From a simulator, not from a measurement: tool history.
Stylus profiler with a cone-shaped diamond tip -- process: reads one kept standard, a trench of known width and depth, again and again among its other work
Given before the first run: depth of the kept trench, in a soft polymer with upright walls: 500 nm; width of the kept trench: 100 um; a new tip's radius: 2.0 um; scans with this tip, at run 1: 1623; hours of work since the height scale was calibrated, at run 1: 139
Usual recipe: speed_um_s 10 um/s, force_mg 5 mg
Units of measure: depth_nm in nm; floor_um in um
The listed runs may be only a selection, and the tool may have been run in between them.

| run | hour | speed_um_s | force_mg | scans with this tip | hours of work since the height scale was calibrated | depth_nm | floor_um |
|---|---|---|---|---|---|---|---|
| 1 | 0 | 10 | 5 | 1623 | 139 | 506.13 | 97.21 |
| 2 | 18.6 | 10 | 5 | 1718 | 147 | 506 | 97.15 |
| 3 | 38.6 | 10 | 3.38 | 1821 | 155 | 504.83 | 97.16 |
| 4 | 67.6 | 10 | 3.38 | 1969 | 168 | 504.68 | 97.21 |
| 5 | 90.5 | 10 | 3.38 | 2086 | 178 | 504.64 | 97.11 |
| 6 | 124.6 | 10 | 3.38 | 2261 | 193 | 504.7 | 97.16 |
| 7 | 154.2 | 10 | 3.38 | 2413 | 206 | 504.59 | 97.14 |
| 8 | 185.1 | 10 | 3.38 | 2571 | 220 | 504.87 | 97.16 |
| 9 | 210.3 | 10 | 1.68 | 2700 | 231 | 503.27 | 97.12 |
|  | 214.4 | height scale calibrated on a step standard |
| 10 | 241.1 | 33 | 1.68 | 2855 | 12 | 503.09 | 97.08 |
| 11 | 273.9 | 33 | 1.68 | 3023 | 26 | 503.11 | 97.08 |
| 12 | 309.4 | 33 | 1.68 | 3205 | 42 | 503 | 97 |
|  | 317.8 | height scale calibrated on a step standard, once more |
| 13 | 338.3 | 33 | 1.68 | 3351 | 9 | 503.05 | 96.99 |
| 14 | 367.9 | 10 | 5 | 3502 | 22 | 506.09 | 97.16 |
| 15 | 405.4 | 10 | 5 | 3694 | 38 | 506.13 | 97.08 |
| 16 | 442.5 | 10 | 5 | 3884 | 55 | 506.22 | 97.04 |
| 17 | 461 | 10 | 5 | 3979 | 63 | 506.12 | 97.12 |
| 18 | 478.5 | 7 | 3.16 | 4069 | 70 | 504.56 | 97.07 |
| 19 | 510 | 5 | 3.56 | 4230 | 84 | 504.81 | 97.07 |
| 20 | 533.7 | 2 | 14.48 | 4351 | 94 | 512.28 | 97.09 |
| 21 | 568.8 | 2 | 14.48 | 4531 | 110 | 512.5 | 97.06 |
| 22 | 592.9 | 2 | 14.48 | 4655 | 120 | 512.55 | 97.01 |
| 23 | 609.3 | 4 | 4.09 | 4739 | 127 | 505.42 | 96.96 |
| 24 | 628.5 | 6 | 9.89 | 4837 | 136 | 509.66 | 97.04 |
| 25 | 646.4 | 9 | 9.89 | 4929 | 144 | 509.63 | 97.04 |
| 26 | 672.9 | 9 | 9.89 | 5064 | 155 | 509.77 | 97.03 |
| 27 | 705.2 | 3 | 2.74 | 5230 | 169 | 504.35 | 97.05 |
| 28 | 725.5 | 6 | 9.6 | 5334 | 178 | 509.54 | 97.01 |
| 29 | 751.8 | 6 | 9.6 | 5469 | 190 | 509.5 | 97.05 |
| 30 | 773.7 | 6 | 9.6 | 5581 | 199 | 509.58 | 96.96 |
| 31 | 809.1 | 35 | 1.69 | 5762 | 215 | 503.3 | 96.97 |
| 32 | 830.6 | 15 | 2.91 | 5872 | 224 | 504.52 | 96.95 |
| 33 | 856.2 | 2 | 3.53 | 6004 | 236 | 504.89 | 97.02 |
| 34 | 887.4 | 3 | 2.32 | 6163 | 249 | 503.67 | 97.02 |

What if the next run were any one of these 4? Each begins from the tool's condition after run 34:
| A | 919.1 | 6 | 2.32 | 6326 | 263 | ? | ? |
| B | 919.1 | 2 | 5 | 6326 | 263 | ? | ? |
| C | 919.1 | 3 | 10.47 | 6326 | 263 | ? | ? |
| D | 919.1 | 8 | 4.35 | 6326 | 263 | ? | ? |

| run | depth_nm | floor_um |
|---|---|---|
| A | 504.07 | 96.96 |
| B | 506.31 | 96.98 |
| C | 510.32 | 97.01 |
| D | 505.94 | 96.99 |
What these runs would have given with no unlogged condition in the tool:
| run | depth_nm | floor_um |
|---|---|---|
| A | 503.64 | 97.35 |
| B | 505.87 | 97.37 |
| C | 509.87 | 97.39 |
| D | 505.5 | 97.38 |

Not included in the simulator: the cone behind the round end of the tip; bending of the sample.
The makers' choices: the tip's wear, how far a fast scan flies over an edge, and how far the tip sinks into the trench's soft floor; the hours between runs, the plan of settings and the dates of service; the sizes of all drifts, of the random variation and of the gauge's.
